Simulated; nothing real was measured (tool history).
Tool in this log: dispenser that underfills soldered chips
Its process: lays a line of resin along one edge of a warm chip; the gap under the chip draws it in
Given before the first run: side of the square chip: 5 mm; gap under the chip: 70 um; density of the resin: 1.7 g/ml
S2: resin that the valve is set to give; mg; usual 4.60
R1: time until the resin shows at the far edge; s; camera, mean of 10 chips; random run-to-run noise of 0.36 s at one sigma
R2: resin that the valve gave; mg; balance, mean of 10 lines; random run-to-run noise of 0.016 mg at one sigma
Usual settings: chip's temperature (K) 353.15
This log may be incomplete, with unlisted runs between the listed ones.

{"run": 1, "hour": 0.0, "chip's temperature (K)": 353.15, "S2": 4.6, "R1": 27.1, "R2": 4.4}
{"hour": 2.4, "done": "dispensing valve cleaned and set on the balance"}
{"hour": 5.5, "done": "new syringe of resin"}
{"run": 2, "hour": 10.1, "chip's temperature (K)": 353.15, "S2": 5.56, "R1": 25.9, "R2": 5.56}
{"hour": 16.3, "done": "new syringe of resin"}
{"run": 3, "hour": 16.5, "chip's temperature (K)": 353.15, "S2": 4.6, "R1": 19.8, "R2": 4.56}
{"run": 4, "hour": 23.3, "chip's temperature (K)": 353.15, "S2": 4.13, "R1": 30.1, "R2": 4.1}
{"hour": 27.2, "done": "new syringe of resin"}
{"run": 5, "hour": 29.0, "chip's temperature (K)": 353.15, "S2": 4.13, "R1": 22.0, "R2": 4.07}
{"run": 6, "hour": 34.7, "chip's temperature (K)": 353.15, "S2": 4.13, "R1": 30.0, "R2": 4.1}
{"hour": 38.6, "done": "new syringe of resin"}
{"run": 7, "hour": 41.0, "chip's temperature (K)": 353.15, "S2": 4.13, "R1": 22.7, "R2": 4.1}
{"run": 8, "hour": 46.9, "chip's temperature (K)": 353.15, "S2": 4.13, "R1": 31.6, "R2": 4.04}
{"hour": 49.6, "done": "new syringe of resin"}
{"run": 9, "hour": 58.7, "chip's temperature (K)": 353.15, "S2": 3.97, "R1": 33.4, "R2": 3.88}
{"hour": 60.9, "done": "new syringe of resin"}
{"run": 10, "hour": 65.0, "chip's temperature (K)": 365.15, "S2": 4.6, "R1": 15.6, "R2": 4.51}
{"hour": 72.3, "done": "new syringe of resin"}
{"run": 11, "hour": 74.3, "chip's temperature (K)": 353.15, "S2": 4.6, "R1": 21.4, "R2": 4.45}
{"hour": 83.2, "done": "new syringe of resin"}
{"run": 12, "hour": 86.8, "chip's temperature (K)": 353.15, "S2": 5.67, "R1": 23.1, "R2": 5.48}
{"run": 13, "hour": 92.7, "chip's temperature (K)": 353.15, "S2": 5.67, "R1": 32.6, "R2": 5.49}
{"hour": 94.7, "done": "new syringe of resin"}
{"run": 14, "hour": 102.0, "chip's temperature (K)": 353.15, "S2": 5.67, "R1": 28.1, "R2": 5.5}
{"hour": 105.9, "done": "new syringe of resin"}
{"run": 15, "hour": 107.3, "chip's temperature (K)": 353.15, "S2": 5.67, "R1": 20.3, "R2": 5.48}
{"run": 16, "hour": 115.2, "chip's temperature (K)": 367.15, "S2": 4.6, "R1": 18.9, "R2": 4.4}
{"hour": 117.3, "done": "new syringe of resin"}
{"run": 17, "hour": 124.2, "chip's temperature (K)": 350.15, "S2": 5.67, "R1": 31.5, "R2": 5.41}
{"hour": 128.2, "done": "new syringe of resin"}
{"hour": 132.5, "done": "dispensing valve cleaned and set on the balance"}
{"run": 18, "hour": 132.5, "chip's temperature (K)": 353.15, "S2": 5.08, "R1": 22.4, "R2": 5.09}
{"run": 19, "hour": 138.1, "chip's temperature (K)": 356.15, "S2": 5.26, "R1": 26.8, "R2": 5.25}
{"hour": 140.6, "done": "new syringe of resin"}
{"run": 20, "hour": 145.7, "chip's temperature (K)": 338.15, "S2": 4.29, "R1": 47.0, "R2": 4.28}
{"hour": 151.4, "done": "new syringe of resin"}
{"run": 21, "hour": 154.0, "chip's temperature (K)": 353.15, "S2": 4.77, "R1": 21.7, "R2": 4.72}
{"hour": 162.4, "done": "new syringe of resin"}
{"run": 22, "hour": 163.9, "chip's temperature (K)": 353.15, "S2": 4.77, "R1": 20.7, "R2": 4.72}
{"hour": 173.5, "done": "new syringe of resin"}
{"run": 23, "hour": 173.5, "chip's temperature (K)": 362.15, "S2": 5.08, "R1": 13.7, "R2": 5.03}
{"run": 24, "hour": 181.0, "chip's temperature (K)": 362.15, "S2": 5.08, "R1": 19.8, "R2": 5.01}
{"hour": 184.8, "done": "new syringe of resin"}
{"run": 25, "hour": 186.8, "chip's temperature (K)": 362.15, "S2": 5.08, "R1": 15.4, "R2": 4.99}
{"run": 26, "hour": 194.1, "chip's temperature (K)": 362.15, "S2": 5.08, "R1": 22.0, "R2": 4.98}
{"hour": 196.4, "done": "new syringe of resin"}
{"run": 27, "hour": 203.8, "chip's temperature (K)": 362.15, "S2": 5.08, "R1": 20.8, "R2": 4.94}
{"hour": 207.4, "done": "new syringe of resin"}
{"run": 28, "hour": 209.5, "chip's temperature (K)": 368.15, "S2": 4.46, "R1": 11.9, "R2": 4.38}
{"run": 29, "hour": 216.8, "chip's temperature (K)": 347.15, "S2": 4.0, "R1": 41.6, "R2": 3.89}
{"hour": 218.6, "done": "new syringe of resin"}
{"run": 30, "hour": 226.3, "chip's temperature (K)": 347.15, "S2": 4.0, "R1": 38.4, "R2": 3.88}
{"hour": 229.8, "done": "new syringe of resin"}
{"run": 31, "hour": 233.7, "chip's temperature (K)": 341.15, "S2": 4.0, "R1": 39.7, "R2": 3.83}

4 ways to go on from here, each from the tool as it stands after run 31. What would each give?
{"hour": 241.4, "done": "new syringe of resin"}
{"run": "A", "hour": 244.0, "chip's temperature (K)": 342.15, "S2": 4.95, "R1": "?", "R2": "?"}
{"hour": 241.4, "done": "new syringe of resin"}
{"run": "B", "hour": 244.0, "chip's temperature (K)": 351.15, "S2": 5.54, "R1": "?", "R2": "?"}
{"hour": 241.4, "done": "new syringe of resin"}
{"run": "C", "hour": 244.0, "chip's temperature (K)": 361.15, "S2": 4.43, "R1": "?", "R2": "?"}
{"hour": 241.4, "done": "new syringe of resin"}
{"run": "D", "hour": 244.0, "chip's temperature (K)": 341.15, "S2": 4.5, "R1": "?", "R2": "?"}

run=A R1=33.1 R2=4.76
run=B R1=23.5 R2=5.35
run=C R1=15.8 R2=4.26
run=D R1=35.6 R2=4.35
Take away the tool's hidden state, keep each run's random variation, and the runs would have read:
run=A R1=31.2 R2=4.95
run=B R1=22.1 R2=5.56
run=C R1=14.7 R2=4.43
run=D R1=33.4 R2=4.52

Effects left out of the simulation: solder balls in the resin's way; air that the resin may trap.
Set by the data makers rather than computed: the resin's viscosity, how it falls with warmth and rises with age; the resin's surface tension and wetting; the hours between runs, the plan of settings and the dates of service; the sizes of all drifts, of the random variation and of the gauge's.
